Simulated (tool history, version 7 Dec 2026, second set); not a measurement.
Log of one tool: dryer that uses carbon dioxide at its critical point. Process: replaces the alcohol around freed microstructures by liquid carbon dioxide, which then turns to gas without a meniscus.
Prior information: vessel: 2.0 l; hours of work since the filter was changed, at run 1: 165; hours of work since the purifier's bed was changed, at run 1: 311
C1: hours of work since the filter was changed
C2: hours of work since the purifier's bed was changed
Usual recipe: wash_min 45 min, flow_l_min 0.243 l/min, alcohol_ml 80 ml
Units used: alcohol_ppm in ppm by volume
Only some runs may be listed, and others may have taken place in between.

{"run": 1, "hour": 0.0, "wash_min": 45, "flow_l_min": 0.243, "alcohol_ml": 80, "C1": 165, "C2": 311, "alcohol_ppm": 408}
{"run": 2, "hour": 46.0, "wash_min": 45, "flow_l_min": 0.243, "alcohol_ml": 81, "C1": 192, "C2": 337, "alcohol_ppm": 438}
{"run": 3, "hour": 70.5, "wash_min": 45, "flow_l_min": 0.243, "alcohol_ml": 81, "C1": 206, "C2": 352, "alcohol_ppm": 461}
{"run": 4, "hour": 111.8, "wash_min": 45, "flow_l_min": 0.243, "alcohol_ml": 80, "C1": 230, "C2": 375, "alcohol_ppm": 463}
{"run": 5, "hour": 153.7, "wash_min": 45, "flow_l_min": 0.243, "alcohol_ml": 43, "C1": 254, "C2": 400, "alcohol_ppm": 332}
{"hour": 166.1, "done": "inlet filter changed"}
{"run": 6, "hour": 185.0, "wash_min": 45, "flow_l_min": 0.243, "alcohol_ml": 43, "C1": 11, "C2": 417, "alcohol_ppm": 253}
{"run": 7, "hour": 227.2, "wash_min": 45, "flow_l_min": 0.243, "alcohol_ml": 43, "C1": 35, "C2": 442, "alcohol_ppm": 257}
{"run": 8, "hour": 261.1, "wash_min": 45, "flow_l_min": 0.243, "alcohol_ml": 22, "C1": 55, "C2": 461, "alcohol_ppm": 209}
{"run": 9, "hour": 307.3, "wash_min": 45, "flow_l_min": 0.243, "alcohol_ml": 81, "C1": 82, "C2": 488, "alcohol_ppm": 424}
{"run": 10, "hour": 350.8, "wash_min": 45, "flow_l_min": 0.243, "alcohol_ml": 81, "C1": 107, "C2": 513, "alcohol_ppm": 461}
{"run": 11, "hour": 395.3, "wash_min": 28, "flow_l_min": 0.243, "alcohol_ml": 80, "C1": 132, "C2": 539, "alcohol_ppm": 2133}
{"run": 12, "hour": 438.2, "wash_min": 45, "flow_l_min": 0.243, "alcohol_ml": 80, "C1": 157, "C2": 564, "alcohol_ppm": 479}
{"run": 13, "hour": 469.7, "wash_min": 45, "flow_l_min": 0.243, "alcohol_ml": 80, "C1": 175, "C2": 582, "alcohol_ppm": 500}
{"run": 14, "hour": 500.0, "wash_min": 45, "flow_l_min": 0.243, "alcohol_ml": 80, "C1": 193, "C2": 599, "alcohol_ppm": 506}
{"run": 15, "hour": 542.1, "wash_min": 45, "flow_l_min": 0.381, "alcohol_ml": 80, "C1": 217, "C2": 624, "alcohol_ppm": 197}
{"run": 16, "hour": 581.6, "wash_min": 45, "flow_l_min": 0.381, "alcohol_ml": 80, "C1": 240, "C2": 646, "alcohol_ppm": 184}
{"hour": 615.4, "done": "inlet filter changed"}
{"run": 17, "hour": 616.2, "wash_min": 45, "flow_l_min": 0.243, "alcohol_ml": 77, "C1": 0, "C2": 666, "alcohol_ppm": 400}
{"run": 18, "hour": 653.5, "wash_min": 45, "flow_l_min": 0.243, "alcohol_ml": 80, "C1": 22, "C2": 687, "alcohol_ppm": 433}
{"run": 19, "hour": 695.3, "wash_min": 30, "flow_l_min": 0.243, "alcohol_ml": 80, "C1": 46, "C2": 712, "alcohol_ppm": 1633}
{"run": 20, "hour": 725.7, "wash_min": 30, "flow_l_min": 0.393, "alcohol_ml": 80, "C1": 64, "C2": 729, "alcohol_ppm": 399}
{"run": 21, "hour": 761.7, "wash_min": 30, "flow_l_min": 0.393, "alcohol_ml": 80, "C1": 85, "C2": 750, "alcohol_ppm": 419}
{"run": 22, "hour": 783.8, "wash_min": 30, "flow_l_min": 0.393, "alcohol_ml": 80, "C1": 97, "C2": 763, "alcohol_ppm": 424}
{"run": 23, "hour": 812.5, "wash_min": 30, "flow_l_min": 0.393, "alcohol_ml": 31, "C1": 114, "C2": 779, "alcohol_ppm": 283}
{"run": 24, "hour": 855.0, "wash_min": 30, "flow_l_min": 0.393, "alcohol_ml": 31, "C1": 138, "C2": 804, "alcohol_ppm": 315}
{"run": 25, "hour": 902.3, "wash_min": 30, "flow_l_min": 0.393, "alcohol_ml": 22, "C1": 166, "C2": 831, "alcohol_ppm": 291}
{"run": 26, "hour": 937.2, "wash_min": 40, "flow_l_min": 0.243, "alcohol_ml": 33, "C1": 186, "C2": 851, "alcohol_ppm": 462}
{"run": 27, "hour": 962.4, "wash_min": 40, "flow_l_min": 0.243, "alcohol_ml": 26, "C1": 201, "C2": 866, "alcohol_ppm": 414}
{"run": 28, "hour": 990.8, "wash_min": 40, "flow_l_min": 0.156, "alcohol_ml": 80, "C1": 217, "C2": 882, "alcohol_ppm": 2780}
{"run": 29, "hour": 1019.8, "wash_min": 42, "flow_l_min": 0.219, "alcohol_ml": 22, "C1": 234, "C2": 899, "alcohol_ppm": 437}
{"run": 30, "hour": 1052.4, "wash_min": 49, "flow_l_min": 0.331, "alcohol_ml": 80, "C1": 253, "C2": 918, "alcohol_ppm": 269}
{"hour": 1067.5, "done": "inlet filter changed"}
{"run": 31, "hour": 1074.9, "wash_min": 49, "flow_l_min": 0.331, "alcohol_ml": 80, "C1": 4, "C2": 930, "alcohol_ppm": 256}
{"run": 32, "hour": 1098.7, "wash_min": 44, "flow_l_min": 0.21, "alcohol_ml": 46, "C1": 18, "C2": 944, "alcohol_ppm": 543}
{"run": 33, "hour": 1125.9, "wash_min": 33, "flow_l_min": 0.165, "alcohol_ml": 80, "C1": 34, "C2": 960, "alcohol_ppm": 3371}
{"hour": 1149.1, "done": "purifier's bed changed"}
{"run": 34, "hour": 1167.2, "wash_min": 61, "flow_l_min": 0.392, "alcohol_ml": 52, "C1": 56, "C2": 10, "alcohol_ppm": 4}
{"run": 35, "hour": 1202.2, "wash_min": 31, "flow_l_min": 0.268, "alcohol_ml": 80, "C1": 76, "C2": 31, "alcohol_ppm": 984}
{"run": 36, "hour": 1228.1, "wash_min": 31, "flow_l_min": 0.268, "alcohol_ml": 80, "C1": 91, "C2": 46, "alcohol_ppm": 1000}
{"run": 37, "hour": 1262.7, "wash_min": 31, "flow_l_min": 0.268, "alcohol_ml": 80, "C1": 111, "C2": 66, "alcohol_ppm": 1065}
{"run": 38, "hour": 1294.0, "wash_min": 36, "flow_l_min": 0.206, "alcohol_ml": 40, "C1": 129, "C2": 84, "alcohol_ppm": 750}
{"run": 39, "hour": 1326.4, "wash_min": 42, "flow_l_min": 0.243, "alcohol_ml": 42, "C1": 148, "C2": 102, "alcohol_ppm": 273}
{"run": 40, "hour": 1358.2, "wash_min": 42, "flow_l_min": 0.323, "alcohol_ml": 30, "C1": 166, "C2": 121, "alcohol_ppm": 78}
{"run": 41, "hour": 1391.4, "wash_min": 66, "flow_l_min": 0.231, "alcohol_ml": 117, "C1": 185, "C2": 140, "alcohol_ppm": 128}
{"run": 42, "hour": 1436.9, "wash_min": 66, "flow_l_min": 0.231, "alcohol_ml": 117, "C1": 212, "C2": 166, "alcohol_ppm": 141}
{"run": 43, "hour": 1466.6, "wash_min": 66, "flow_l_min": 0.231, "alcohol_ml": 117, "C1": 229, "C2": 183, "alcohol_ppm": 139}
{"run": 44, "hour": 1513.0, "wash_min": 66, "flow_l_min": 0.231, "alcohol_ml": 117, "C1": 256, "C2": 210, "alcohol_ppm": 159}
{"hour": 1521.0, "done": "inlet filter changed"}
{"run": 45, "hour": 1557.3, "wash_min": 63, "flow_l_min": 0.242, "alcohol_ml": 81, "C1": 21, "C2": 235, "alcohol_ppm": 93}
{"run": 46, "hour": 1590.4, "wash_min": 59, "flow_l_min": 0.292, "alcohol_ml": 25, "C1": 40, "C2": 254, "alcohol_ppm": 68}

Forecast each of these 5 alternatives for the next run:
{"run": "A", "hour": 1614.1, "wash_min": 45, "flow_l_min": 0.243, "alcohol_ml": 56, "C1": 54, "C2": 268, "alcohol_ppm": "?"}
{"run": "B", "hour": 1614.1, "wash_min": 50, "flow_l_min": 0.243, "alcohol_ml": 80, "C1": 54, "C2": 268, "alcohol_ppm": "?"}
{"run": "C", "hour": 1614.1, "wash_min": 70, "flow_l_min": 0.296, "alcohol_ml": 20, "C1": 54, "C2": 268, "alcohol_ppm": "?"}
{"run": "D", "hour": 1614.1, "wash_min": 59, "flow_l_min": 0.292, "alcohol_ml": 79, "C1": 54, "C2": 268, "alcohol_ppm": "?"}
{"run": "E", "hour": 1614.1, "wash_min": 34, "flow_l_min": 0.266, "alcohol_ml": 42, "C1": 54, "C2": 268, "alcohol_ppm": "?"}

run=A alcohol_ppm=259
run=B alcohol_ppm=231
run=C alcohol_ppm=71
run=D alcohol_ppm=81
run=E alcohol_ppm=421
What these runs would have given with no unlogged condition in the tool:
run=A alcohol_ppm=175
run=B alcohol_ppm=148
run=C alcohol_ppm=7
run=D alcohol_ppm=17
run=E alcohol_ppm=328
